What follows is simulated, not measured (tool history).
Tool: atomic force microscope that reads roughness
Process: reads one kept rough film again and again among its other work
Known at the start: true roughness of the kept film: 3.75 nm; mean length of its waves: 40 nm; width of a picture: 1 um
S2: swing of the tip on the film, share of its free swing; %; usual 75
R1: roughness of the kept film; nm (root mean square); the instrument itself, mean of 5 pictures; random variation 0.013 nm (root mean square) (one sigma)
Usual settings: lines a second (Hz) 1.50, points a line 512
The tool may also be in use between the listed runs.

Run 1, hour 0.0: usual settings. Result: R1 3.203 nm (root mean square).
Run 2, hour 47.0: usual settings. Result: R1 3.139 nm (root mean square).
Run 3, hour 81.2: usual settings. Result: R1 3.052 nm (root mean square).
Run 4, hour 129.5: usual settings. Result: R1 2.985 nm (root mean square).
Run 5, hour 175.9: usual settings but lines a second (Hz) 1.39. Result: R1 2.914 nm (root mean square).
At hour 235.6: new tip fitted.
Run 6, hour 235.6: usual settings. Result: R1 3.208 nm (root mean square).
Run 7, hour 300.2: usual settings but points a line 446. Result: R1 3.052 nm (root mean square).
Run 8, hour 359.5: usual settings. Result: R1 2.996 nm (root mean square).
Run 9, hour 388.6: usual settings. Result: R1 2.929 nm (root mean square).
Run 10, hour 425.0: usual settings but S2 68 %, points a line 947. Result: R1 2.984 nm (root mean square).
At hour 473.3: new tip fitted.
Run 11, hour 483.5: usual settings but S2 68 %, points a line 947. Result: R1 3.296 nm (root mean square).
Run 12, hour 544.0: usual settings but S2 68 %, points a line 947. Result: R1 3.156 nm (root mean square).
Run 13, hour 573.9: usual settings but S2 81 %, points a line 847. Result: R1 2.960 nm (root mean square).
Run 14, hour 607.6: usual settings but S2 82 %, points a line 487. Result: R1 2.854 nm (root mean square).
Run 15, hour 658.5: usual settings but S2 82 %, points a line 487. Result: R1 2.765 nm (root mean square).
Run 16, hour 700.1: usual settings but lines a second (Hz) 1.82, S2 67 %. Result: R1 2.878 nm (root mean square).
At hour 710.1: new tip fitted.
Run 17, hour 732.2: usual settings but lines a second (Hz) 1.82, S2 67 %. Result: R1 3.229 nm (root mean square).

4 ways to go on from here, each from the tool as it stands after run 17. What would each give?
Run A, hour 780.7: usual settings but lines a second (Hz) 0.97, S2 87 %. Result: R1 ?.
Run B, hour 780.7: usual settings but lines a second (Hz) 1.82, S2 64 %, points a line 436. Result: R1 ?.
Run C, hour 780.7: usual settings but points a line 428. Result: R1 ?.
Run D, hour 780.7: usual settings but lines a second (Hz) 1.41, S2 65 %, points a line 618. Result: R1 ?.

run     R1
  A  3.024
  B  3.174
  C  3.076
  D  3.205
Without the tool's hidden state the same runs would have given:
run     R1
  A  3.160
  B  3.316
  C  3.214
  D  3.348
